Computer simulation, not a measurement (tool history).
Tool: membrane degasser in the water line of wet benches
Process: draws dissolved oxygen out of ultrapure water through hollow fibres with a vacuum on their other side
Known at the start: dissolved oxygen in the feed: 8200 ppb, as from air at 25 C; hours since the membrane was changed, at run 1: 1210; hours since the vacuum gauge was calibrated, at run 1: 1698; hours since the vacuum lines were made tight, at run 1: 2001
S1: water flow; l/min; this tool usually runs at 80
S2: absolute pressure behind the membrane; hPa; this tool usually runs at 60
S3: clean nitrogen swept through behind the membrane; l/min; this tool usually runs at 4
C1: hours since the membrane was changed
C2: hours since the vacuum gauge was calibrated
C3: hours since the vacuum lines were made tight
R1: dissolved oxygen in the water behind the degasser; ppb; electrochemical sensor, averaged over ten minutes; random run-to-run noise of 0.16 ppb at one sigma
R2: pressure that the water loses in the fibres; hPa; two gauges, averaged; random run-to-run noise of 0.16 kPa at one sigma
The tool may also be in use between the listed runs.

{"run": 1, "day": 0.0, "S1": 80, "S2": 60, "S3": 4, "C1": 1210, "C2": 1698, "C3": 2001, "R1": 125.7, "R2": 556.4}
{"run": 2, "day": 11.075, "S1": 80, "S2": 60, "S3": 1.63, "C1": 1476, "C2": 1964, "C3": 2267, "R1": 259, "R2": 554.7}
{"run": 3, "day": 21.879, "S1": 80, "S2": 60, "S3": 1.63, "C1": 1735, "C2": 2223, "C3": 2526, "R1": 259.4, "R2": 556.1}
{"run": 4, "day": 32.95, "S1": 80, "S2": 60, "S3": 1.63, "C1": 2001, "C2": 2489, "C3": 2792, "R1": 259.4, "R2": 558.2}
{"run": 5, "day": 40.742, "S1": 80, "S2": 77.2, "S3": 4, "C1": 2188, "C2": 2676, "C3": 2979, "R1": 199.4, "R2": 556.6}
{"run": 6, "day": 48.142, "S1": 68, "S2": 77.2, "S3": 4, "C1": 2366, "C2": 2854, "C3": 3156, "R1": 171.9, "R2": 475.2}
{"run": 7, "day": 55.758, "S1": 68, "S2": 77.2, "S3": 4, "C1": 2548, "C2": 3036, "C3": 3339, "R1": 172.2, "R2": 476.2}
{"run": 8, "day": 62.3, "S1": 68, "S2": 77.2, "S3": 4, "C1": 2706, "C2": 3193, "C3": 3496, "R1": 171.7, "R2": 474}
{"run": 9, "day": 70.342, "S1": 80, "S2": 60, "S3": 4, "C1": 2898, "C2": 3386, "C3": 3689, "R1": 125.8, "R2": 556.9}
{"run": 10, "day": 81.804, "S1": 80, "S2": 60, "S3": 4, "C1": 3174, "C2": 3661, "C3": 3964, "R1": 125.6, "R2": 561.2}
{"run": 11, "day": 91.067, "S1": 80, "S2": 60, "S3": 4, "C1": 3396, "C2": 3884, "C3": 4187, "R1": 125.8, "R2": 559.9}
{"run": 12, "day": 102.392, "S1": 80, "S2": 60, "S3": 4, "C1": 3668, "C2": 4156, "C3": 4458, "R1": 125.7, "R2": 558.9}
{"run": 13, "day": 109.562, "S1": 80, "S2": 60, "S3": 1.76, "C1": 3840, "C2": 4328, "C3": 4630, "R1": 244.8, "R2": 555.8}
{"run": 14, "day": 116.4, "S1": 80, "S2": 141.9, "S3": 4, "C1": 4004, "C2": 4492, "C3": 4794, "R1": 469.4, "R2": 559.1}
{"run": 15, "day": 128.017, "S1": 80, "S2": 141.9, "S3": 4, "C1": 4283, "C2": 4770, "C3": 5073, "R1": 466.9, "R2": 557.9}
{"day": 136.725, "done": "vacuum gauge calibrated"}
{"run": 16, "day": 139.95, "S1": 56, "S2": 60, "S3": 4, "C1": 4569, "C2": 77, "C3": 5359, "R1": 89.9, "R2": 390.7}
{"run": 17, "day": 146.488, "S1": 56, "S2": 60, "S3": 4, "C1": 4725, "C2": 234, "C3": 5516, "R1": 89.8, "R2": 388.7}
{"run": 18, "day": 154.171, "S1": 87, "S2": 41.8, "S3": 5.23, "C1": 4910, "C2": 419, "C3": 5700, "R1": 41.2, "R2": 605.3}
{"run": 19, "day": 161.404, "S1": 51, "S2": 101.3, "S3": 3.77, "C1": 5083, "C2": 592, "C3": 5874, "R1": 212.4, "R2": 356.8}
{"run": 20, "day": 173.746, "S1": 51, "S2": 101.3, "S3": 3.77, "C1": 5380, "C2": 889, "C3": 6170, "R1": 211.9, "R2": 354.9}
{"run": 21, "day": 184.2, "S1": 80, "S2": 63.3, "S3": 5.75, "C1": 5631, "C2": 1139, "C3": 6421, "R1": 102, "R2": 555.4}
{"day": 191.279, "done": "seals of the vacuum lines changed"}
{"run": 22, "day": 195.271, "S1": 91, "S2": 63.3, "S3": 5.75, "C1": 5894, "C2": 1403, "C3": 96, "R1": 117, "R2": 634.5}
{"run": 23, "day": 205.967, "S1": 91, "S2": 63.3, "S3": 5.75, "C1": 6151, "C2": 1660, "C3": 352, "R1": 116.9, "R2": 631.6}
{"run": 24, "day": 212.242, "S1": 85, "S2": 40.8, "S3": 5.75, "C1": 6302, "C2": 1810, "C3": 503, "R1": 33.5, "R2": 592.6}
{"run": 25, "day": 218.721, "S1": 75, "S2": 60, "S3": 4, "C1": 6457, "C2": 1966, "C3": 659, "R1": 118, "R2": 520}
{"run": 26, "day": 230.212, "S1": 123, "S2": 60, "S3": 7.06, "C1": 6733, "C2": 2242, "C3": 934, "R1": 134.9, "R2": 859.6}
{"run": 27, "day": 238.754, "S1": 94, "S2": 37.5, "S3": 2.43, "C1": 6938, "C2": 2447, "C3": 1139, "R1": 49.5, "R2": 653.5}
{"run": 28, "day": 250.729, "S1": 94, "S2": 37.5, "S3": 2.43, "C1": 7225, "C2": 2734, "C3": 1427, "R1": 49.4, "R2": 653.2}
{"run": 29, "day": 261.596, "S1": 79, "S2": 64.9, "S3": 10.94, "C1": 7486, "C2": 2995, "C3": 1688, "R1": 59.1, "R2": 552}
{"run": 30, "day": 271.95, "S1": 80, "S2": 55.1, "S3": 4, "C1": 7735, "C2": 3243, "C3": 1936, "R1": 104.6, "R2": 558.7}
{"run": 31, "day": 281.704, "S1": 80, "S2": 55.1, "S3": 4, "C1": 7969, "C2": 3478, "C3": 2170, "R1": 104.3, "R2": 558.9}

Forecast each of these 5 alternatives for the next run:
{"run": "A", "day": 290.862, "S1": 124, "S2": 60, "S3": 4, "C1": 8188, "C2": 3697, "C3": 2390, "R1": "?", "R2": "?"}
{"run": "B", "day": 290.862, "S1": 93, "S2": 44.5, "S3": 5.81, "C1": 8188, "C2": 3697, "C3": 2390, "R1": "?", "R2": "?"}
{"run": "C", "day": 290.862, "S1": 85, "S2": 60, "S3": 4, "C1": 8188, "C2": 3697, "C3": 2390, "R1": "?", "R2": "?"}
{"run": "D", "day": 290.862, "S1": 71, "S2": 143.9, "S3": 9.07, "C1": 8188, "C2": 3697, "C3": 2390, "R1": "?", "R2": "?"}
{"run": "E", "day": 290.862, "S1": 56, "S2": 126.2, "S3": 4.99, "C1": 8188, "C2": 3697, "C3": 2390, "R1": "?", "R2": "?"}

run=A R1=205.5 R2=861.9
run=B R1=51.7 R2=648.9
run=C R1=133.4 R2=593
run=D R1=206.1 R2=491.2
run=E R1=241.5 R2=390.1
Without the tool's hidden state the same runs would have given:
run=A R1=205.4 R2=861.7
run=B R1=51.6 R2=648.8
run=C R1=133.4 R2=592.9
run=D R1=206 R2=491
run=E R1=241.5 R2=390
